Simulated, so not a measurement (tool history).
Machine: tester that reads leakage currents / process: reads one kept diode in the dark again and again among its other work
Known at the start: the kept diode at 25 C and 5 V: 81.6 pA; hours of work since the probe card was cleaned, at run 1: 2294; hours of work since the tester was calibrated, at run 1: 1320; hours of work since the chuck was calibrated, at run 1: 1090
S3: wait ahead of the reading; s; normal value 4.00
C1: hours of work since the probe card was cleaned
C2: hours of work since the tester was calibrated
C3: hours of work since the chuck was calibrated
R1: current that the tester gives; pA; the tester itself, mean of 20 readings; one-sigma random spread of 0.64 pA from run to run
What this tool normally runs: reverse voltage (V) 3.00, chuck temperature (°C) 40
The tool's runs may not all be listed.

run 1 hour=0.0 | reverse_voltage_(V)=3.00 chuck_temperature_(°C)=40 S3=4.00 | C1=2294 C2=1320 C3=1090 | R1=240.49
run 2 hour=84.4 | reverse_voltage_(V)=3.00 chuck_temperature_(°C)=40 S3=0.52 | C1=2338 C2=1364 C3=1134 | R1=242.31
-- hour=196.8 chuck's temperature calibrated
run 3 hour=206.8 | reverse_voltage_(V)=3.00 chuck_temperature_(°C)=40 S3=0.52 | C1=2401 C2=1427 C3=5 | R1=221.73
run 4 hour=280.8 | reverse_voltage_(V)=3.00 chuck_temperature_(°C)=40 S3=0.52 | C1=2439 C2=1466 C3=44 | R1=223.55
run 5 hour=377.1 | reverse_voltage_(V)=3.00 chuck_temperature_(°C)=40 S3=0.52 | C1=2490 C2=1516 C3=94 | R1=223.59
run 6 hour=492.3 | reverse_voltage_(V)=3.00 chuck_temperature_(°C)=40 S3=0.52 | C1=2550 C2=1576 C3=154 | R1=225.08
run 7 hour=563.5 | reverse_voltage_(V)=3.00 chuck_temperature_(°C)=40 S3=0.52 | C1=2587 C2=1613 C3=192 | R1=225.41
run 8 hour=662.0 | reverse_voltage_(V)=3.00 chuck_temperature_(°C)=40 S3=0.52 | C1=2639 C2=1665 C3=243 | R1=225.82
run 9 hour=733.2 | reverse_voltage_(V)=1.12 chuck_temperature_(°C)=40 S3=0.52 | C1=2676 C2=1702 C3=280 | R1=145.46
run 10 hour=829.5 | reverse_voltage_(V)=1.12 chuck_temperature_(°C)=40 S3=0.52 | C1=2726 C2=1752 C3=331 | R1=145.63
run 11 hour=949.4 | reverse_voltage_(V)=1.12 chuck_temperature_(°C)=40 S3=0.52 | C1=2789 C2=1815 C3=393 | R1=146.47
run 12 hour=1014.9 | reverse_voltage_(V)=9.75 chuck_temperature_(°C)=40 S3=4.00 | C1=2823 C2=1849 C3=428 | R1=399.57
run 13 hour=1075.7 | reverse_voltage_(V)=9.75 chuck_temperature_(°C)=40 S3=4.00 | C1=2855 C2=1881 C3=459 | R1=398.52
run 14 hour=1135.6 | reverse_voltage_(V)=3.00 chuck_temperature_(°C)=40 S3=4.00 | C1=2886 C2=1912 C3=491 | R1=230.83
run 15 hour=1202.7 | reverse_voltage_(V)=3.00 chuck_temperature_(°C)=21 S3=4.00 | C1=2921 C2=1947 C3=526 | R1=55.48
run 16 hour=1302.6 | reverse_voltage_(V)=3.00 chuck_temperature_(°C)=40 S3=4.00 | C1=2973 C2=2000 C3=578 | R1=233.73
run 17 hour=1430.6 | reverse_voltage_(V)=8.37 chuck_temperature_(°C)=40 S3=4.00 | C1=3040 C2=2066 C3=645 | R1=378.63
run 18 hour=1500.5 | reverse_voltage_(V)=8.37 chuck_temperature_(°C)=40 S3=4.00 | C1=3077 C2=2103 C3=681 | R1=377.73
run 19 hour=1562.6 | reverse_voltage_(V)=8.37 chuck_temperature_(°C)=40 S3=4.00 | C1=3109 C2=2135 C3=714 | R1=380.23
run 20 hour=1657.6 | reverse_voltage_(V)=8.37 chuck_temperature_(°C)=40 S3=4.00 | C1=3159 C2=2185 C3=763 | R1=380.08
run 21 hour=1768.8 | reverse_voltage_(V)=8.37 chuck_temperature_(°C)=40 S3=4.00 | C1=3217 C2=2243 C3=822 | R1=382.85
run 22 hour=1876.0 | reverse_voltage_(V)=8.37 chuck_temperature_(°C)=40 S3=4.00 | C1=3273 C2=2299 C3=878 | R1=385.22
run 23 hour=1971.2 | reverse_voltage_(V)=16.03 chuck_temperature_(°C)=58 S3=4.00 | C1=3323 C2=2349 C3=927 | R1=1804.15
run 24 hour=2085.5 | reverse_voltage_(V)=1.89 chuck_temperature_(°C)=40 S3=0.34 | C1=3383 C2=2409 C3=987 | R1=196.02
run 25 hour=2191.6 | reverse_voltage_(V)=14.52 chuck_temperature_(°C)=35 S3=4.00 | C1=3438 C2=2464 C3=1043 | R1=360.63
run 26 hour=2302.4 | reverse_voltage_(V)=14.52 chuck_temperature_(°C)=35 S3=4.00 | C1=3496 C2=2522 C3=1100 | R1=362.57
run 27 hour=2411.3 | reverse_voltage_(V)=14.52 chuck_temperature_(°C)=35 S3=4.00 | C1=3553 C2=2579 C3=1157 | R1=364.48
-- hour=2470.8 chuck's temperature calibrated
run 28 hour=2520.6 | reverse_voltage_(V)=3.47 chuck_temperature_(°C)=47 S3=4.00 | C1=3609 C2=2635 C3=26 | R1=398.22
run 29 hour=2636.8 | reverse_voltage_(V)=3.47 chuck_temperature_(°C)=47 S3=4.00 | C1=3670 C2=2696 C3=87 | R1=399.92
run 30 hour=2727.4 | reverse_voltage_(V)=1.43 chuck_temperature_(°C)=46 S3=4.00 | C1=3717 C2=2743 C3=134 | R1=249.67
-- hour=2783.3 probe card cleaned and baked
run 31 hour=2784.8 | reverse_voltage_(V)=2.61 chuck_temperature_(°C)=21 S3=4.00 | C1=1 C2=2772 C3=163 | R1=44.79

What will run 32 give?
run 32 hour=2844.4 | reverse_voltage_(V)=17.30 chuck_temperature_(°C)=40 S3=0.84 | C1=32 C2=2803 C3=194 | R1=?

R1: 482.73 pA
If the tool had no hidden condition, the same run with the same run-to-run variation would have returned R1 469.78 pA.
